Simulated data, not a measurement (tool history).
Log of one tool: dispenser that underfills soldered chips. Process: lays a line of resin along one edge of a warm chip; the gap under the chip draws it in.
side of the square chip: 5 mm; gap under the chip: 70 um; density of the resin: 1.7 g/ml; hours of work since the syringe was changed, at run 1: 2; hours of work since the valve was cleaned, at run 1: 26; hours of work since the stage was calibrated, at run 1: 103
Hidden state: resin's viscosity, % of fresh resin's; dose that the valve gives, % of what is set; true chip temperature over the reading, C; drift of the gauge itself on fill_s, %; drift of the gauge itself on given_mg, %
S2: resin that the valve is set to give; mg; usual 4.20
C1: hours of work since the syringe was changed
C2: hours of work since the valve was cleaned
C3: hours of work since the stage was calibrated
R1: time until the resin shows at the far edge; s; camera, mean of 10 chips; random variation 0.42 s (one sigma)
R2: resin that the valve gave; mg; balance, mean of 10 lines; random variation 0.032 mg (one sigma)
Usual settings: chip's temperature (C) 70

{"run": 1, "hour": 0.0, "chip's temperature (C)": 70, "S2": 4.2, "C1": 2, "C2": 26, "C3": 103, "R1": 29.7, "R2": 4.15}
{"hour": 5.8, "done": "new syringe of resin"}
{"run": 2, "hour": 13.1, "chip's temperature (C)": 70, "S2": 4.2, "C1": 5, "C2": 35, "C3": 113, "R1": 33.4, "R2": 4.03}
{"hour": 14.0, "done": "new syringe of resin"}
{"hour": 21.9, "done": "new syringe of resin"}
{"run": 3, "hour": 25.6, "chip's temperature (C)": 70, "S2": 4.2, "C1": 3, "C2": 44, "C3": 121, "R1": 31.7, "R2": 4.03}
{"hour": 31.1, "done": "new syringe of resin"}
{"run": 4, "hour": 37.6, "chip's temperature (C)": 70, "S2": 4.2, "C1": 5, "C2": 53, "C3": 130, "R1": 34.5, "R2": 4.03}
{"hour": 40.0, "done": "new syringe of resin"}
{"hour": 47.9, "done": "new syringe of resin"}
{"run": 5, "hour": 48.8, "chip's temperature (C)": 70, "S2": 4.2, "C1": 1, "C2": 61, "C3": 138, "R1": 29.9, "R2": 4.0}
{"hour": 55.4, "done": "dispensing valve cleaned and set on the balance"}
{"hour": 57.4, "done": "new syringe of resin"}
{"run": 6, "hour": 63.9, "chip's temperature (C)": 70, "S2": 4.2, "C1": 5, "C2": 6, "C3": 149, "R1": 34.0, "R2": 4.16}
{"hour": 66.5, "done": "new syringe of resin"}
{"hour": 74.7, "done": "new syringe of resin"}
{"run": 7, "hour": 76.0, "chip's temperature (C)": 70, "S2": 4.17, "C1": 1, "C2": 15, "C3": 157, "R1": 29.1, "R2": 4.12}
{"hour": 83.4, "done": "new syringe of resin"}
{"run": 8, "hour": 84.7, "chip's temperature (C)": 70, "S2": 4.17, "C1": 1, "C2": 21, "C3": 164, "R1": 29.8, "R2": 4.07}
{"hour": 91.3, "done": "new syringe of resin"}
{"run": 9, "hour": 95.4, "chip's temperature (C)": 56, "S2": 4.17, "C1": 3, "C2": 29, "C3": 171, "R1": 67.5, "R2": 4.03}
{"hour": 99.8, "done": "new syringe of resin"}
{"run": 10, "hour": 104.5, "chip's temperature (C)": 79, "S2": 3.67, "C1": 3, "C2": 35, "C3": 178, "R1": 20.7, "R2": 3.59}
{"hour": 108.0, "done": "new syringe of resin"}
{"run": 11, "hour": 112.2, "chip's temperature (C)": 79, "S2": 3.67, "C1": 3, "C2": 41, "C3": 184, "R1": 20.9, "R2": 3.47}
{"hour": 116.4, "done": "new syringe of resin"}
{"run": 12, "hour": 119.8, "chip's temperature (C)": 65, "S2": 4.41, "C1": 3, "C2": 46, "C3": 189, "R1": 39.9, "R2": 4.23}
{"hour": 125.0, "done": "new syringe of resin"}
{"run": 13, "hour": 131.0, "chip's temperature (C)": 75, "S2": 4.9, "C1": 5, "C2": 55, "C3": 197, "R1": 25.7, "R2": 4.65}
{"hour": 133.2, "done": "new syringe of resin"}
{"hour": 141.9, "done": "new syringe of resin"}
{"run": 14, "hour": 141.9, "chip's temperature (C)": 75, "S2": 4.9, "C1": 0, "C2": 62, "C3": 205, "R1": 22.6, "R2": 4.66}
{"hour": 146.4, "done": "dispensing valve cleaned and set on the balance"}
{"hour": 151.1, "done": "new syringe of resin"}
{"run": 15, "hour": 151.5, "chip's temperature (C)": 81, "S2": 5.13, "C1": 0, "C2": 4, "C3": 211, "R1": 15.5, "R2": 5.12}
{"hour": 159.8, "done": "new syringe of resin"}
{"run": 16, "hour": 160.2, "chip's temperature (C)": 77, "S2": 3.92, "C1": 0, "C2": 10, "C3": 217, "R1": 19.8, "R2": 3.88}

5 ways to go on from here, each from the tool as it stands after run 16. What would each give?
{"hour": 168.2, "done": "new syringe of resin"}
{"run": "A", "hour": 168.9, "chip's temperature (C)": 70, "S2": 5.08, "C1": 0, "C2": 16, "C3": 224, "R1": "?", "R2": "?"}
{"hour": 168.2, "done": "new syringe of resin"}
{"run": "B", "hour": 168.9, "chip's temperature (C)": 72, "S2": 4.29, "C1": 0, "C2": 16, "C3": 224, "R1": "?", "R2": "?"}
{"hour": 168.2, "done": "new syringe of resin"}
{"run": "C", "hour": 168.9, "chip's temperature (C)": 80, "S2": 5.17, "C1": 0, "C2": 16, "C3": 224, "R1": "?", "R2": "?"}
{"hour": 168.2, "done": "new syringe of resin"}
{"run": "D", "hour": 168.9, "chip's temperature (C)": 77, "S2": 3.7, "C1": 0, "C2": 16, "C3": 224, "R1": "?", "R2": "?"}
{"hour": 168.2, "done": "new syringe of resin"}
{"run": "E", "hour": 168.9, "chip's temperature (C)": 60, "S2": 4.8, "C1": 0, "C2": 16, "C3": 224, "R1": "?", "R2": "?"}

run=A R1=28.7 R2=4.97
run=B R1=25.5 R2=4.19
run=C R1=16.4 R2=5.14
run=D R1=20.4 R2=3.63
run=E R1=48.3 R2=4.73
Without the tool's hidden state the same runs would have given:
run=A R1=29.5 R2=5.05
run=B R1=26.1 R2=4.26
run=C R1=16.8 R2=5.22
run=D R1=20.9 R2=3.69
run=E R1=49.7 R2=4.80

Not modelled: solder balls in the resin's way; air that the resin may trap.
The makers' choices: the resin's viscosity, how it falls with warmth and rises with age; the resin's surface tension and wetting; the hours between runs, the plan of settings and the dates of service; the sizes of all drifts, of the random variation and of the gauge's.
